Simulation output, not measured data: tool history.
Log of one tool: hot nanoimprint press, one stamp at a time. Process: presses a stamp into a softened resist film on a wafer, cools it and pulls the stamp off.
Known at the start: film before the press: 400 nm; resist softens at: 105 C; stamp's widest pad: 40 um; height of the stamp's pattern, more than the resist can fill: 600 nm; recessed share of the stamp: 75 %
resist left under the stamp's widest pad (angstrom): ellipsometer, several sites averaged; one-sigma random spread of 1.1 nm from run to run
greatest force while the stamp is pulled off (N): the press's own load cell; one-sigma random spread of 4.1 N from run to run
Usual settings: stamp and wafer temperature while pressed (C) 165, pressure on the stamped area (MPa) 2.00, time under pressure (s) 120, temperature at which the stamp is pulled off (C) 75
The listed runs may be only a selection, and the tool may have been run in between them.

run,hour,stamp and wafer temperature while pressed (C),pressure on the stamped area (MPa),time under pressure (s),temperature at which the stamp is pulled off (C),resist left under the stamp's widest pad (angstrom),greatest force while the stamp is pulled off (N)
1,0.0,165,2.00,120,75,1770,209
2,16.2,165,2.00,120,75,1766,225
3,49.1,165,2.00,182,75,1531,231
4,71.9,165,2.00,120,75,1795,236
# hour 105.1: stamp cleaned and given a new release coat
5,105.8,165,2.00,120,75,1788,200
6,129.3,165,1.69,120,75,1965,214
7,151.7,165,2.00,120,75,1811,219
8,176.7,165,2.00,120,75,1827,226
9,198.5,165,1.64,120,75,2018,233
10,230.4,174,2.00,120,75,1209,254
# hour 249.9: stamp cleaned and given a new release coat
11,252.2,165,2.00,120,75,1850,206
12,275.7,161,2.00,120,75,2238,217
13,308.7,161,2.00,120,75,2236,222
# hour 326.3: plate thermocouple calibrated
14,331.1,161,2.00,120,75,2120,232
15,354.4,161,2.00,120,80,2103,224
16,379.8,161,2.00,120,80,2128,223
# hour 398.0: stamp cleaned and given a new release coat
17,409.4,161,2.00,120,74,2121,208
18,433.7,161,2.00,120,74,2141,213
19,454.4,155,1.89,134,76,2739,213
20,470.2,165,2.00,139,78,1687,221
21,503.1,165,2.00,211,62,1465,275
22,518.9,159,2.00,80,66,2643,266
# hour 544.2: stamp cleaned and given a new release coat
23,547.1,159,2.00,80,66,2666,221
24,573.0,173,2.00,120,75,1255,205
# hour 606.8: press's hydraulic seals changed and the load cell set to zero
25,613.6,156,1.77,140,76,2666,215
26,640.5,159,1.32,83,67,2974,259
27,660.2,159,1.83,83,68,2678,256
28,689.5,166,2.69,125,74,1427,245
# hour 697.1: stamp cleaned and given a new release coat
29,717.0,174,1.84,120,75,1218,204
30,733.3,172,1.87,124,75,1305,215

Here are 4 independent what-if runs from the current tool condition. What would each one return?
A,755.4,176,2.00,120,75,?,?
B,755.4,158,1.87,100,74,?,?
C,755.4,170,2.80,125,75,?,?
D,755.4,163,1.73,124,71,?,?

run,resist left under the stamp's widest pad (angstrom),greatest force while the stamp is pulled off (N)
A,1070,223
B,2630,226
C,1142,228
D,2078,231
Had the tool no hidden state, the same runs would have come out as:
run,resist left under the stamp's widest pad (angstrom),greatest force while the stamp is pulled off (N)
A,1006,201
B,2486,204
C,1067,205
D,1949,208
